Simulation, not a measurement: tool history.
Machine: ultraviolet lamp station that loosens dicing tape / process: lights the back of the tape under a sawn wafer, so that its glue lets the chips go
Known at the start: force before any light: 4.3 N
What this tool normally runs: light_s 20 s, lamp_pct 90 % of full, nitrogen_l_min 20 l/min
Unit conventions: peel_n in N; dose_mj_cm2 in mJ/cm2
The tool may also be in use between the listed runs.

{"run": 1, "hour": 0.0, "light_s": 20, "lamp_pct": 90, "nitrogen_l_min": 20, "peel_n": 0.298, "dose_mj_cm2": 543}
{"run": 2, "hour": 9.6, "light_s": 20, "lamp_pct": 83, "nitrogen_l_min": 20, "peel_n": 0.313, "dose_mj_cm2": 505}
{"run": 3, "hour": 26.0, "light_s": 20, "lamp_pct": 83, "nitrogen_l_min": 8, "peel_n": 0.419, "dose_mj_cm2": 504}
{"run": 4, "hour": 38.3, "light_s": 20, "lamp_pct": 64, "nitrogen_l_min": 20, "peel_n": 0.494, "dose_mj_cm2": 392}
{"run": 5, "hour": 54.9, "light_s": 20, "lamp_pct": 64, "nitrogen_l_min": 20, "peel_n": 0.468, "dose_mj_cm2": 388}
{"run": 6, "hour": 63.5, "light_s": 20, "lamp_pct": 64, "nitrogen_l_min": 20, "peel_n": 0.483, "dose_mj_cm2": 391}
{"run": 7, "hour": 73.2, "light_s": 20, "lamp_pct": 63, "nitrogen_l_min": 20, "peel_n": 0.493, "dose_mj_cm2": 390}
{"run": 8, "hour": 92.4, "light_s": 20, "lamp_pct": 63, "nitrogen_l_min": 20, "peel_n": 0.492, "dose_mj_cm2": 377}
{"run": 9, "hour": 106.9, "light_s": 20, "lamp_pct": 63, "nitrogen_l_min": 20, "peel_n": 0.493, "dose_mj_cm2": 383}
{"run": 10, "hour": 118.3, "light_s": 20, "lamp_pct": 79, "nitrogen_l_min": 20, "peel_n": 0.364, "dose_mj_cm2": 484}
{"run": 11, "hour": 137.1, "light_s": 20, "lamp_pct": 79, "nitrogen_l_min": 20, "peel_n": 0.373, "dose_mj_cm2": 483}
{"run": 12, "hour": 155.7, "light_s": 20, "lamp_pct": 79, "nitrogen_l_min": 20, "peel_n": 0.341, "dose_mj_cm2": 481}
{"run": 13, "hour": 169.0, "light_s": 20, "lamp_pct": 79, "nitrogen_l_min": 20, "peel_n": 0.346, "dose_mj_cm2": 487}
{"run": 14, "hour": 182.2, "light_s": 20, "lamp_pct": 85, "nitrogen_l_min": 20, "peel_n": 0.326, "dose_mj_cm2": 517}
{"run": 15, "hour": 197.9, "light_s": 20, "lamp_pct": 85, "nitrogen_l_min": 20, "peel_n": 0.299, "dose_mj_cm2": 519}
{"run": 16, "hour": 216.9, "light_s": 20, "lamp_pct": 66, "nitrogen_l_min": 20, "peel_n": 0.454, "dose_mj_cm2": 401}
{"run": 17, "hour": 228.8, "light_s": 20, "lamp_pct": 66, "nitrogen_l_min": 8, "peel_n": 0.631, "dose_mj_cm2": 399}
{"run": 18, "hour": 240.4, "light_s": 20, "lamp_pct": 66, "nitrogen_l_min": 8, "peel_n": 0.633, "dose_mj_cm2": 404}
{"run": 19, "hour": 255.7, "light_s": 20, "lamp_pct": 66, "nitrogen_l_min": 8, "peel_n": 0.606, "dose_mj_cm2": 398}
{"run": 20, "hour": 269.3, "light_s": 14, "lamp_pct": 66, "nitrogen_l_min": 8, "peel_n": 1.071, "dose_mj_cm2": 280}
{"run": 21, "hour": 282.9, "light_s": 14, "lamp_pct": 66, "nitrogen_l_min": 8, "peel_n": 1.044, "dose_mj_cm2": 277}
{"run": 22, "hour": 295.1, "light_s": 20, "lamp_pct": 61, "nitrogen_l_min": 20, "peel_n": 0.531, "dose_mj_cm2": 370}
{"run": 23, "hour": 303.8, "light_s": 27, "lamp_pct": 68, "nitrogen_l_min": 8, "peel_n": 0.388, "dose_mj_cm2": 559}
{"run": 24, "hour": 319.2, "light_s": 27, "lamp_pct": 68, "nitrogen_l_min": 8, "peel_n": 0.365, "dose_mj_cm2": 560}
{"run": 25, "hour": 333.6, "light_s": 27, "lamp_pct": 68, "nitrogen_l_min": 8, "peel_n": 0.358, "dose_mj_cm2": 556}
{"run": 26, "hour": 349.6, "light_s": 27, "lamp_pct": 91, "nitrogen_l_min": 36, "peel_n": 0.198, "dose_mj_cm2": 747}
{"run": 27, "hour": 364.3, "light_s": 15, "lamp_pct": 90, "nitrogen_l_min": 20, "peel_n": 0.456, "dose_mj_cm2": 413}
{"run": 28, "hour": 375.5, "light_s": 15, "lamp_pct": 90, "nitrogen_l_min": 20, "peel_n": 0.434, "dose_mj_cm2": 411}
{"run": 29, "hour": 389.8, "light_s": 17, "lamp_pct": 65, "nitrogen_l_min": 30, "peel_n": 0.576, "dose_mj_cm2": 333}
{"run": 30, "hour": 398.1, "light_s": 14, "lamp_pct": 73, "nitrogen_l_min": 13, "peel_n": 0.792, "dose_mj_cm2": 310}
{"run": 31, "hour": 412.3, "light_s": 14, "lamp_pct": 73, "nitrogen_l_min": 13, "peel_n": 0.798, "dose_mj_cm2": 307}
{"run": 32, "hour": 421.8, "light_s": 16, "lamp_pct": 90, "nitrogen_l_min": 14, "peel_n": 0.443, "dose_mj_cm2": 436}
{"run": 33, "hour": 434.2, "light_s": 20, "lamp_pct": 92, "nitrogen_l_min": 25, "peel_n": 0.276, "dose_mj_cm2": 557}
{"run": 34, "hour": 450.0, "light_s": 21, "lamp_pct": 67, "nitrogen_l_min": 20, "peel_n": 0.415, "dose_mj_cm2": 429}
{"run": 35, "hour": 462.4, "light_s": 21, "lamp_pct": 64, "nitrogen_l_min": 13, "peel_n": 0.529, "dose_mj_cm2": 409}
{"run": 36, "hour": 475.8, "light_s": 20, "lamp_pct": 85, "nitrogen_l_min": 15, "peel_n": 0.337, "dose_mj_cm2": 522}
{"run": 37, "hour": 492.7, "light_s": 20, "lamp_pct": 85, "nitrogen_l_min": 15, "peel_n": 0.345, "dose_mj_cm2": 514}
{"run": 38, "hour": 509.5, "light_s": 20, "lamp_pct": 85, "nitrogen_l_min": 15, "peel_n": 0.348, "dose_mj_cm2": 513}
{"run": 39, "hour": 521.2, "light_s": 11, "lamp_pct": 96, "nitrogen_l_min": 32, "peel_n": 0.59, "dose_mj_cm2": 315}
{"run": 40, "hour": 532.0, "light_s": 30, "lamp_pct": 98, "nitrogen_l_min": 36, "peel_n": 0.187, "dose_mj_cm2": 892}
{"run": 41, "hour": 542.7, "light_s": 30, "lamp_pct": 98, "nitrogen_l_min": 36, "peel_n": 0.201, "dose_mj_cm2": 895}
{"run": 42, "hour": 554.6, "light_s": 31, "lamp_pct": 69, "nitrogen_l_min": 24, "peel_n": 0.223, "dose_mj_cm2": 646}
{"run": 43, "hour": 564.5, "light_s": 32, "lamp_pct": 90, "nitrogen_l_min": 11, "peel_n": 0.206, "dose_mj_cm2": 877}

Withheld: 1 entry from between the runs. Position of each, and hidden state at the listed run before versus the listed run after:
From run 4 to run 5: window cleaned of glue's vapour (hour 42.7)
  light that the window lets through, % of a clean one's: 99.9 -> 100

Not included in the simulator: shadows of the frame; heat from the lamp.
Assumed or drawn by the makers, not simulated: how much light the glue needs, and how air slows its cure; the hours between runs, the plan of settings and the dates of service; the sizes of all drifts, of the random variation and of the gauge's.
